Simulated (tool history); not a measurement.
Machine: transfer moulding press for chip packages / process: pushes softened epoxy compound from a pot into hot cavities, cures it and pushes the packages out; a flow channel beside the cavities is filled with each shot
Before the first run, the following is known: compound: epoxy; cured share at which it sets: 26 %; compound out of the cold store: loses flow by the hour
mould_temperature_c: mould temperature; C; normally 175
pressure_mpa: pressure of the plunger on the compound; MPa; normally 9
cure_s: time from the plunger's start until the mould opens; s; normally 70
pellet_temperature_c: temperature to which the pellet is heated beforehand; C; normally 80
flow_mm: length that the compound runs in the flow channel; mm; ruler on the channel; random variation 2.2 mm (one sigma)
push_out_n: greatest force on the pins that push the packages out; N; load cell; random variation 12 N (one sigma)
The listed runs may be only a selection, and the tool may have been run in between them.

run	hour	mould_temperature_c	pressure_mpa	cure_s	pellet_temperature_c	incoming compound's hours out of the cold store	flow_mm	push_out_n
1	0	175	9	70	80	8.3	901	963
2	10.7	175	9	70	80	16.6	842	1008
3	24.9	175	9	70	80	41.1	707	975
4	41.4	175	9	70	80	34.1	746	1064
5	49	179	9	70	80	8.4	883	955
6	56.5	175	9	78	80	16.7	843	934
7	71.8	175	9	60	80	34.5	741	1659
# hour 75: cavities cleaned with cleaning compound and waxed
8	89.9	175	9	60	80	11.5	874	1133
9	99.3	175	9	60	80	19.4	821	1225
10	113.2	175	9	60	80	29.1	764	1331
11	128.8	175	10.04	70	80	8	942	1067
12	138.7	175	10.04	70	80	26.8	822	1042
13	147.4	175	10.04	70	80	19.9	866	1101
14	165.7	175	10.04	70	74	34.3	776	1113
15	178.8	175	9	107	80	10.8	872	750
# hour 188.5: cavities cleaned with cleaning compound and waxed
16	198.7	175	9	107	80	34.1	735	442
17	208.2	173	8.78	108	74	19.4	807	487
18	221.2	175	9	70	86	12	863	902
19	237.4	175	9	70	86	16.2	832	1011
20	247.3	183	9	93	80	43.2	678	645
# hour 250.6: mould's thermocouples calibrated
21	258.1	175	9.88	70	79	13.6	890	1117
22	272	175	9.88	70	79	13.3	891	1116
23	280.9	175	9.88	70	79	12	897	1142
24	296.2	168	10.03	70	79	19.5	863	1853
# hour 302.6: cavities cleaned with cleaning compound and waxed
25	309	168	10.03	70	79	25.9	826	956
26	318.3	168	10.03	81	89	42.4	731	701
# hour 333.7: mould's thermocouples calibrated, once more
27	334.2	168	10.03	81	89	35.2	772	908
# hour 340: plunger's sealing rings changed
28	344.7	175	9	61	85	31.7	765	1262
29	357.6	175	9	61	81	45	692	1315

Branching from run 29: 4 alternative next runs. What would each branch give?
A	369.8	167	9	61	81	47.8	?	?
B	369.8	175	7.33	57	81	15.8	?	?
C	369.8	175	9	70	78	8.7	?	?
D	369.8	175	9	69	81	9.5	?	?

run	flow_mm	push_out_n
A	689	2173
B	771	1858
C	904	1133
D	892	1156
With the hidden condition removed and each run's random variation left untouched, the same runs would have given:
run	flow_mm	push_out_n
A	691	1097
B	774	938
C	907	570
D	894	579
